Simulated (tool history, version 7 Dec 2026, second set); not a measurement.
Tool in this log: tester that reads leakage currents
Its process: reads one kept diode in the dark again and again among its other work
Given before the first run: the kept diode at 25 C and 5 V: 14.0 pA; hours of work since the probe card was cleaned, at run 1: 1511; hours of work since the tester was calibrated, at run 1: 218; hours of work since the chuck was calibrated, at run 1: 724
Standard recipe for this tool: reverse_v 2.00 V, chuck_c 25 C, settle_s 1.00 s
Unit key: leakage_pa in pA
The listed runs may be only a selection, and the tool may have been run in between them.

run	hour	reverse_v	chuck_c	settle_s	hours of work since the probe card was cleaned	hours of work since the tester was calibrated	hours of work since the chuck was calibrated	leakage_pa
1	0.0	2.00	25	1.00	1511	218	724	13.12
2	56.1	2.00	25	1.00	1541	248	754	13.00
3	111.9	2.00	25	1.00	1571	278	784	13.09
4	157.7	2.00	25	1.00	1595	303	809	13.14
5	207.4	2.00	25	1.00	1622	330	836	13.08
6	242.4	2.00	25	1.00	1641	348	854	13.06
7	284.1	2.00	25	1.00	1663	371	877	13.17
8	340.1	2.00	25	1.00	1693	401	907	13.25
9	375.3	2.00	25	1.00	1712	420	926	13.13
10	409.7	2.00	25	1.00	1731	438	944	13.17
11	448.6	5.55	25	1.71	1752	459	965	21.93
12	501.9	2.53	37	0.51	1780	488	994	33.14
13	541.5	1.91	21	0.51	1802	509	1015	10.63
14	569.7	2.26	26	0.74	1817	524	1030	15.30
15	605.2	2.26	26	0.74	1836	543	1049	15.25
16	652.1	13.00	56	2.49	1861	569	1075	203.75
17	684.8	2.00	53	8.32	1879	586	1092	86.95
18	726.6	2.00	53	8.32	1901	609	1115	86.62
19	769.5	2.00	53	8.32	1924	632	1138	86.90
20	815.4	2.00	53	8.32	1949	656	1162	87.03

Alternative continuations, all from the tool just after run 20; predict every row:
A	859.8	2.13	25	2.25	1973	680	1186	?
B	859.8	2.69	22	4.21	1973	680	1186	?
C	859.8	1.77	53	8.32	1973	680	1186	?

run	leakage_pa
A	13.65
B	12.66
C	83.67
With the hidden condition removed and each run's random variation left untouched, the same runs would have given:
run	leakage_pa
A	11.03
B	9.20
C	83.71

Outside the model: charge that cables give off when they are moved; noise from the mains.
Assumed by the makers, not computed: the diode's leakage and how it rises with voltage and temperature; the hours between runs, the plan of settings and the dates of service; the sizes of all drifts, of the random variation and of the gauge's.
